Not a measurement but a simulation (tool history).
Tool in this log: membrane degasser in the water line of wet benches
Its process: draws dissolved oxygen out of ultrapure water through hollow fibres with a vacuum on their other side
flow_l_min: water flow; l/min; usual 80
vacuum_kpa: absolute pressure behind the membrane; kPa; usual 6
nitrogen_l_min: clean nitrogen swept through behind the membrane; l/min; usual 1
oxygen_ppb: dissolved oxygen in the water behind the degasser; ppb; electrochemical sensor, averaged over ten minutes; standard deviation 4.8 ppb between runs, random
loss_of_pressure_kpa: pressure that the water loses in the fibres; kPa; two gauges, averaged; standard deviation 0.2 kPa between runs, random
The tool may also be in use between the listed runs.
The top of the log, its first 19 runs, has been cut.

run,hour,flow_l_min,vacuum_kpa,nitrogen_l_min,hours since the membrane was changed,hours since the vacuum gauge was calibrated,hours since the vacuum lines were made tight,oxygen_ppb,loss_of_pressure_kpa
20,2121.7,122,13.59,0.76,5945,2189,5514,1995.2,65.78
21,2237.5,122,13.59,0.76,6061,2305,5630,2006.9,66.11
22,2329.2,122,13.59,0.76,6153,2397,5721,2005.3,66.11
23,2416.1,124,5.04,0.45,6239,2484,5808,738.6,67.45
24,2548.4,80,8.02,0.72,6372,2616,5941,865.9,43.32
25,2668.3,54,14.48,2.7,6492,2736,6060,538.4,29.33
26,2802.2,80,7.21,2.4,6625,2870,6194,405.6,43.15
27,2901,119,12.93,1.61,6724,2969,6293,1320.8,64.89
28,3051.4,119,6.37,1.55,6875,3119,6444,662.4,64.3
# hour 3069.1: vacuum gauge calibrated
29,3120,89,14.69,1.09,6943,51,6512,1482,48.52
30,3192.9,89,14.69,1.09,7016,124,6584,1514.1,48.42
31,3297.1,89,14.69,1.09,7120,228,6689,1488.5,48.41

Consider 3 possible next runs. They are alternatives, not a sequence: every one starts from the tool as it was left by run 31. What does each give?
A,3375.5,63,11.99,0.52,7198,306,6767,?,?
B,3375.5,80,3.94,1,7198,306,6767,?,?
C,3375.5,60,10.41,1.09,7198,306,6767,?,?

run,oxygen_ppb,loss_of_pressure_kpa
A,1416,34.31
B,238,43.33
C,767.4,32.46
The same runs, with their run-to-run variation unchanged, on a tool lacking any hidden condition would have given:
run,oxygen_ppb,loss_of_pressure_kpa
A,1416.7,33.26
B,222.2,42
C,759.1,31.46
